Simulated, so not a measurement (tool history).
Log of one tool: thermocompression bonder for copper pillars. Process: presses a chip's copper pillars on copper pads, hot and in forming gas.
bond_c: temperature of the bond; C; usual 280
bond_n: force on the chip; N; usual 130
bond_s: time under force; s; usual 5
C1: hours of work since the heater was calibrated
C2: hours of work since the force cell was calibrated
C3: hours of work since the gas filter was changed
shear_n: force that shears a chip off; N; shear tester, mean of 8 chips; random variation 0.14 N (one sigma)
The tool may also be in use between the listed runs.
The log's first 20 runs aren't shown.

{"run": 21, "day": 7.088, "bond_c": 280, "bond_n": 130, "bond_s": 5, "C1": 204, "C2": 32, "C3": 185, "shear_n": 60.7}
{"run": 22, "day": 7.538, "bond_c": 263, "bond_n": 109, "bond_s": 6, "C1": 211, "C2": 39, "C3": 193, "shear_n": 51.9}
{"run": 23, "day": 7.792, "bond_c": 263, "bond_n": 109, "bond_s": 13, "C1": 215, "C2": 43, "C3": 197, "shear_n": 65.4}
{"run": 24, "day": 8.217, "bond_c": 263, "bond_n": 109, "bond_s": 13, "C1": 222, "C2": 50, "C3": 204, "shear_n": 65.1}
{"run": 25, "day": 8.571, "bond_c": 263, "bond_n": 109, "bond_s": 13, "C1": 228, "C2": 56, "C3": 209, "shear_n": 65.3}
{"run": 26, "day": 9.025, "bond_c": 263, "bond_n": 109, "bond_s": 13, "C1": 235, "C2": 63, "C3": 217, "shear_n": 65.3}
{"run": 27, "day": 9.471, "bond_c": 257, "bond_n": 120, "bond_s": 13, "C1": 243, "C2": 71, "C3": 224, "shear_n": 64.3}
{"run": 28, "day": 9.908, "bond_c": 264, "bond_n": 174, "bond_s": 5, "C1": 250, "C2": 78, "C3": 231, "shear_n": 59}
{"run": 29, "day": 10.271, "bond_c": 264, "bond_n": 174, "bond_s": 5, "C1": 256, "C2": 84, "C3": 237, "shear_n": 59}
{"run": 30, "day": 10.729, "bond_c": 255, "bond_n": 101, "bond_s": 4, "C1": 263, "C2": 91, "C3": 244, "shear_n": 40}
{"run": 31, "day": 11.196, "bond_c": 296, "bond_n": 142, "bond_s": 7, "C1": 271, "C2": 99, "C3": 252, "shear_n": 75}
{"run": 32, "day": 11.433, "bond_c": 280, "bond_n": 111, "bond_s": 5, "C1": 275, "C2": 103, "C3": 256, "shear_n": 57.2}
{"run": 33, "day": 11.754, "bond_c": 303, "bond_n": 165, "bond_s": 14, "C1": 280, "C2": 108, "C3": 261, "shear_n": 87.9}
{"run": 34, "day": 12.2, "bond_c": 283, "bond_n": 112, "bond_s": 15, "C1": 287, "C2": 115, "C3": 268, "shear_n": 77}
{"run": 35, "day": 12.475, "bond_c": 283, "bond_n": 82, "bond_s": 4, "C1": 291, "C2": 119, "C3": 273, "shear_n": 48.5}
{"run": 36, "day": 12.704, "bond_c": 283, "bond_n": 82, "bond_s": 6, "C1": 295, "C2": 123, "C3": 276, "shear_n": 55.5}
{"run": 37, "day": 12.954, "bond_c": 289, "bond_n": 149, "bond_s": 3, "C1": 299, "C2": 127, "C3": 280, "shear_n": 58.6}
{"run": 38, "day": 13.3, "bond_c": 256, "bond_n": 139, "bond_s": 3, "C1": 305, "C2": 133, "C3": 286, "shear_n": 41.8}
{"run": 39, "day": 13.554, "bond_c": 256, "bond_n": 139, "bond_s": 3, "C1": 309, "C2": 137, "C3": 290, "shear_n": 42}
{"run": 40, "day": 13.833, "bond_c": 256, "bond_n": 139, "bond_s": 3, "C1": 313, "C2": 141, "C3": 295, "shear_n": 41.8}

Forecast each of these 4 alternatives for the next run:
{"run": "A", "day": 14.175, "bond_c": 297, "bond_n": 80, "bond_s": 6, "C1": 319, "C2": 147, "C3": 300, "shear_n": "?"}
{"run": "B", "day": 14.175, "bond_c": 279, "bond_n": 123, "bond_s": 3, "C1": 319, "C2": 147, "C3": 300, "shear_n": "?"}
{"run": "C", "day": 14.175, "bond_c": 256, "bond_n": 103, "bond_s": 3, "C1": 319, "C2": 147, "C3": 300, "shear_n": "?"}
{"run": "D", "day": 14.175, "bond_c": 295, "bond_n": 130, "bond_s": 5, "C1": 319, "C2": 147, "C3": 300, "shear_n": "?"}

run=A shear_n=60.9
run=B shear_n=50
run=C shear_n=36.3
run=D shear_n=67.1
Without the tool's hidden state the same runs would have given:
run=A shear_n=62.5
run=B shear_n=51.3
run=C shear_n=37.3
run=D shear_n=68.8
